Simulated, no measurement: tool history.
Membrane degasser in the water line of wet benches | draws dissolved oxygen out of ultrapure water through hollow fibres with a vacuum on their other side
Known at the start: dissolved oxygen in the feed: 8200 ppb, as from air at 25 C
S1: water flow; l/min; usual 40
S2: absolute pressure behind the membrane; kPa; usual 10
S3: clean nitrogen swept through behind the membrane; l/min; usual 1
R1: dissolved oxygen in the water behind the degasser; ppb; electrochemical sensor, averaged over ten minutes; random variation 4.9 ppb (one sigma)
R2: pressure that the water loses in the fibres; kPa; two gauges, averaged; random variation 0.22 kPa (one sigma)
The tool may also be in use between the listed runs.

{"run": 1, "day": 0.0, "S1": 40, "S2": 10, "S3": 1, "R1": 756.1, "R2": 57.72}
{"run": 2, "day": 5.967, "S1": 40, "S2": 10, "S3": 1.43, "R1": 635.7, "R2": 58}
{"run": 3, "day": 18.742, "S1": 41, "S2": 10, "S3": 1, "R1": 789.1, "R2": 59.29}
{"day": 22.183, "done": "seals of the vacuum lines changed"}
{"run": 4, "day": 27.875, "S1": 41, "S2": 10, "S3": 1, "R1": 785.5, "R2": 59.87}
{"run": 5, "day": 36.875, "S1": 41, "S2": 10, "S3": 1, "R1": 781.3, "R2": 59.69}
{"run": 6, "day": 50.288, "S1": 47, "S2": 10, "S3": 1, "R1": 937, "R2": 68.33}
{"run": 7, "day": 59.546, "S1": 40, "S2": 10, "S3": 1, "R1": 764.4, "R2": 58.31}
{"run": 8, "day": 71.629, "S1": 40, "S2": 10, "S3": 1, "R1": 762.2, "R2": 58.64}
{"day": 72.875, "done": "vacuum gauge calibrated"}
{"run": 9, "day": 83.417, "S1": 40, "S2": 10, "S3": 2.29, "R1": 528.1, "R2": 58.2}
{"run": 10, "day": 92.388, "S1": 40, "S2": 10, "S3": 1.17, "R1": 708.4, "R2": 58.76}
{"run": 11, "day": 106.225, "S1": 40, "S2": 10, "S3": 1.17, "R1": 718.1, "R2": 58.38}
{"day": 109.954, "done": "vacuum gauge calibrated, once more"}
{"run": 12, "day": 114.308, "S1": 40, "S2": 10, "S3": 1.17, "R1": 703.9, "R2": 59.01}
{"run": 13, "day": 124.729, "S1": 40, "S2": 10, "S3": 1.17, "R1": 711.1, "R2": 59}
{"run": 14, "day": 130.796, "S1": 25, "S2": 19.9, "S3": 1.72, "R1": 579.9, "R2": 36.76}
{"run": 15, "day": 143.592, "S1": 27, "S2": 9.4, "S3": 0.72, "R1": 526.3, "R2": 39.61}
{"run": 16, "day": 151.346, "S1": 27, "S2": 9.4, "S3": 0.72, "R1": 519.8, "R2": 39.76}
{"run": 17, "day": 162.562, "S1": 27, "S2": 9.4, "S3": 0.72, "R1": 530.6, "R2": 40.01}
{"run": 18, "day": 172.267, "S1": 27, "S2": 9.4, "S3": 0.72, "R1": 533.5, "R2": 40.12}
{"run": 19, "day": 178.842, "S1": 27, "S2": 18.5, "S3": 0.76, "R1": 1074.5, "R2": 39.93}
{"run": 20, "day": 190.571, "S1": 27, "S2": 18.5, "S3": 0.76, "R1": 1072.5, "R2": 39.95}
{"run": 21, "day": 204.238, "S1": 37, "S2": 8.6, "S3": 2.39, "R1": 403.4, "R2": 55.08}
{"run": 22, "day": 218.738, "S1": 37, "S2": 8.6, "S3": 2.39, "R1": 411.4, "R2": 54.96}
{"run": 23, "day": 225.246, "S1": 36, "S2": 12.6, "S3": 0.47, "R1": 1265.3, "R2": 53.51}
{"run": 24, "day": 238.158, "S1": 26, "S2": 21.9, "S3": 1.96, "R1": 607.1, "R2": 38.48}
{"run": 25, "day": 250.421, "S1": 26, "S2": 21.9, "S3": 1.85, "R1": 640.3, "R2": 38.77}

4 ways to go on from here, each from the tool as it stands after run 25. What would each give?
{"run": "A", "day": 258.988, "S1": 44, "S2": 16.9, "S3": 1.31, "R1": "?", "R2": "?"}
{"run": "B", "day": 258.988, "S1": 26, "S2": 16.3, "S3": 1.85, "R1": "?", "R2": "?"}
{"run": "C", "day": 258.988, "S1": 41, "S2": 19.9, "S3": 2.93, "R1": "?", "R2": "?"}
{"run": "D", "day": 258.988, "S1": 26, "S2": 10, "S3": 1, "R1": "?", "R2": "?"}

run=A R1=1174.5 R2=65.53
run=B R1=476.2 R2=38.93
run=C R1=791.5 R2=61.17
run=D R1=444.5 R2=38.7
Without the tool's hidden state the same runs would have given:
run=A R1=1108.9 R2=61.31
run=B R1=451.3 R2=36.43
run=C R1=730.1 R2=57.23
run=D R1=418.6 R2=36.2

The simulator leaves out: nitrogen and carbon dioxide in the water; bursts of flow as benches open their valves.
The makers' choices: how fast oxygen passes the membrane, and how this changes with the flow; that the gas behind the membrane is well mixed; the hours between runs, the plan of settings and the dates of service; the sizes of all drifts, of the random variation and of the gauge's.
